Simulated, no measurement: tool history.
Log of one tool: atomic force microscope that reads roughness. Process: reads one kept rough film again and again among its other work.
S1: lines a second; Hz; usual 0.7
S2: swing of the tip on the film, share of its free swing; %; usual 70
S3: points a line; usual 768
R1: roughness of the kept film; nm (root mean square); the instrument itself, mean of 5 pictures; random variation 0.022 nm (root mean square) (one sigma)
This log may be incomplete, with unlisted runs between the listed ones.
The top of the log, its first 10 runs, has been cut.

Run 11, hour 549.2: usual settings but S1 0.77 Hz. Result: R1 5.036 nm (root mean square).
Run 12, hour 598.1: usual settings but S1 0.77 Hz. Result: R1 4.909 nm (root mean square).
At hour 632.9: new tip fitted.
Run 13, hour 659.8: usual settings but S1 2.333 Hz. Result: R1 4.978 nm (root mean square).
Run 14, hour 719.6: usual settings but S1 0.748 Hz. Result: R1 5.164 nm (root mean square).
Run 15, hour 760.1: usual settings but S1 0.748 Hz. Result: R1 5.038 nm (root mean square).
Run 16, hour 809.3: usual settings but S2 82 %. Result: R1 4.798 nm (root mean square).
At hour 835.2: new tip fitted.
Run 17, hour 845.4: usual settings but S2 89 %. Result: R1 5.089 nm (root mean square).
Run 18, hour 900.1: usual settings but S2 89 %. Result: R1 4.93 nm (root mean square).
Run 19, hour 972: usual settings but S2 89 %. Result: R1 4.724 nm (root mean square).
At hour 1039.8: new tip fitted.
Run 20, hour 1044.9: usual settings but S1 0.758 Hz, S2 59 %, S3 417. Result: R1 5.411 nm (root mean square).
Run 21, hour 1106.7: usual settings but S1 0.654 Hz, S2 72 %, S3 984. Result: R1 5.197 nm (root mean square).

The next listed run, before its measurement:
Run 22, hour 1137.5: usual settings but S1 0.654 Hz, S2 72 %, S3 984. Result: R1 ?.

Run 22 came out at R1 5.05 nm (root mean square).
If the tool had no hidden condition, the same run with the same run-to-run variation would have returned R1 5.334 nm (root mean square).
